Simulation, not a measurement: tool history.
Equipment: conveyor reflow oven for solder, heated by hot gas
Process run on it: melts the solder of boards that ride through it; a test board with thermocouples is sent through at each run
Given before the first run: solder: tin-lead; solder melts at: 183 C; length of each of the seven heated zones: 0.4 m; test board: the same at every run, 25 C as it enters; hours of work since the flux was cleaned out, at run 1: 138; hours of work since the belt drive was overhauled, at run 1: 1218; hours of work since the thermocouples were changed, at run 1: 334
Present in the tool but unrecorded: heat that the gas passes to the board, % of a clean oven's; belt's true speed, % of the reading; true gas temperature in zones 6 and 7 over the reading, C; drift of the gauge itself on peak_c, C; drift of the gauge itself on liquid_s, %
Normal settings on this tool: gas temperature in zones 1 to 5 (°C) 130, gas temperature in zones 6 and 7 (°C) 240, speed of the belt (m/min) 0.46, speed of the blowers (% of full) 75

| run | hour | gas temperature in zones 1 to 5 (°C) | gas temperature in zones 6 and 7 (°C) | speed of the belt (m/min) | speed of the blowers (% of full) | hours of work since the flux was cleaned out | hours of work since the belt drive was overhauled | hours of work since the thermocouples were changed | highest temperature of the board (°C) | time above the solder's melting point (s) |
|---|---|---|---|---|---|---|---|---|---|---|
| 1 | 0 | 130 | 240 | 0.46 | 75 | 138 | 1218 | 334 | 223.1 | 82.5 |
| 2 | 52.7 | 130 | 240 | 0.46 | 88 | 175 | 1255 | 372 | 225.9 | 86 |
|  | 94.5 | flux residue cleaned out of gas plates and filters |
|  | 144.1 | belt drive overhauled, speed set with a stopwatch |
| 3 | 154.7 | 130 | 240 | 0.46 | 88 | 40 | 8 | 438 | 225.9 | 83.3 |
| 4 | 254.8 | 121 | 240 | 0.46 | 75 | 111 | 78 | 508 | 221.2 | 75.4 |
| 5 | 329.2 | 130 | 235 | 0.46 | 75 | 163 | 131 | 561 | 218.2 | 75 |
|  | 385.6 | flux residue cleaned out of gas plates and filters |
| 6 | 409.5 | 130 | 240 | 0.46 | 75 | 17 | 184 | 614 | 223.5 | 81.2 |
| 7 | 494.5 | 130 | 240 | 0.46 | 75 | 77 | 245 | 675 | 223.1 | 80.9 |
| 8 | 576 | 130 | 241 | 0.46 | 75 | 135 | 302 | 732 | 223.9 | 81.4 |
| 9 | 620.3 | 130 | 241 | 0.46 | 75 | 166 | 334 | 764 | 223.7 | 80.8 |
|  | 672.3 | flux residue cleaned out of gas plates and filters |
| 10 | 703.5 | 130 | 241 | 0.46 | 75 | 22 | 389 | 819 | 225.1 | 82.3 |
| 11 | 749 | 130 | 241 | 0.46 | 75 | 54 | 421 | 851 | 225 | 82.5 |
| 12 | 807.1 | 135 | 240 | 0.46 | 75 | 96 | 463 | 893 | 224.8 | 84.7 |
| 13 | 911 | 135 | 240 | 0.46 | 75 | 169 | 536 | 966 | 224.4 | 84.3 |
|  | 959 | flux residue cleaned out of gas plates and filters |
| 14 | 968.2 | 135 | 240 | 0.46 | 75 | 7 | 573 | 1003 | 225.8 | 86 |
| 15 | 1049.4 | 130 | 240 | 0.379 | 75 | 64 | 631 | 1061 | 230.5 | 107.3 |
| 16 | 1151.2 | 119 | 240 | 0.381 | 75 | 136 | 703 | 1133 | 228.9 | 101.4 |
|  | 1168 | thermocouples of zones 6 and 7 changed |
|  | 1249.6 | flux residue cleaned out of gas plates and filters |
| 17 | 1256.7 | 119 | 240 | 0.381 | 75 | 5 | 773 | 59 | 227.7 | 100.3 |
| 18 | 1333.9 | 130 | 233 | 0.529 | 51 | 60 | 827 | 114 | 203.7 | 47 |
| 19 | 1376.1 | 130 | 230 | 0.403 | 66 | 90 | 857 | 144 | 216 | 86.7 |
| 20 | 1419.6 | 120 | 238 | 0.46 | 75 | 120 | 888 | 175 | 219.7 | 74.6 |
| 21 | 1495.3 | 120 | 234 | 0.5 | 75 | 174 | 942 | 228 | 212.6 | 61 |
|  | 1536.1 | flux residue cleaned out of gas plates and filters |
| 22 | 1552.1 | 120 | 234 | 0.5 | 75 | 11 | 978 | 265 | 214 | 62.6 |
| 23 | 1630.3 | 120 | 234 | 0.5 | 75 | 67 | 1034 | 320 | 213.8 | 62 |
| 24 | 1697.1 | 126 | 250 | 0.5 | 75 | 114 | 1081 | 368 | 228.2 | 78 |
| 25 | 1796.4 | 126 | 250 | 0.5 | 75 | 184 | 1151 | 438 | 227.9 | 77.8 |
|  | 1823.5 | flux residue cleaned out of gas plates and filters |
| 26 | 1858.4 | 118 | 250 | 0.5 | 75 | 25 | 1192 | 478 | 227.6 | 74.9 |
| 27 | 1922.9 | 118 | 250 | 0.5 | 75 | 70 | 1237 | 524 | 227.5 | 75.3 |
| 28 | 2000.1 | 142 | 232 | 0.431 | 75 | 125 | 1292 | 579 | 220.5 | 92.7 |
|  | 2034.9 | belt drive overhauled, speed set with a stopwatch |
| 29 | 2054.8 | 130 | 250 | 0.46 | 75 | 161 | 14 | 615 | 231 | 86.5 |

Branching from run 29: 4 alternative next runs. What would each branch give?
|  | 2110.2 | flux residue cleaned out of gas plates and filters |
| A | 2131.4 | 129 | 240 | 0.383 | 71 | 15 | 65 | 665 | ? | ? |
|  | 2110.2 | flux residue cleaned out of gas plates and filters |
| B | 2131.4 | 130 | 236 | 0.46 | 54 | 15 | 65 | 665 | ? | ? |
|  | 2110.2 | flux residue cleaned out of gas plates and filters |
| C | 2131.4 | 130 | 246 | 0.46 | 75 | 15 | 65 | 665 | ? | ? |
|  | 2110.2 | flux residue cleaned out of gas plates and filters |
| D | 2131.4 | 130 | 250 | 0.46 | 52 | 15 | 65 | 665 | ? | ? |

| run | highest temperature of the board (°C) | time above the solder's melting point (s) |
|---|---|---|
| A | 228.3 | 102.4 |
| B | 213.4 | 68.5 |
| C | 228.7 | 84.7 |
| D | 224.1 | 80.2 |
Stripped of hidden state, with their random variation kept, the same runs would have yielded:
| run | highest temperature of the board (°C) | time above the solder's melting point (s) |
|---|---|---|
| A | 227.1 | 101.2 |
| B | 212.4 | 67.3 |
| C | 227.7 | 83.8 |
| D | 223.1 | 79.1 |
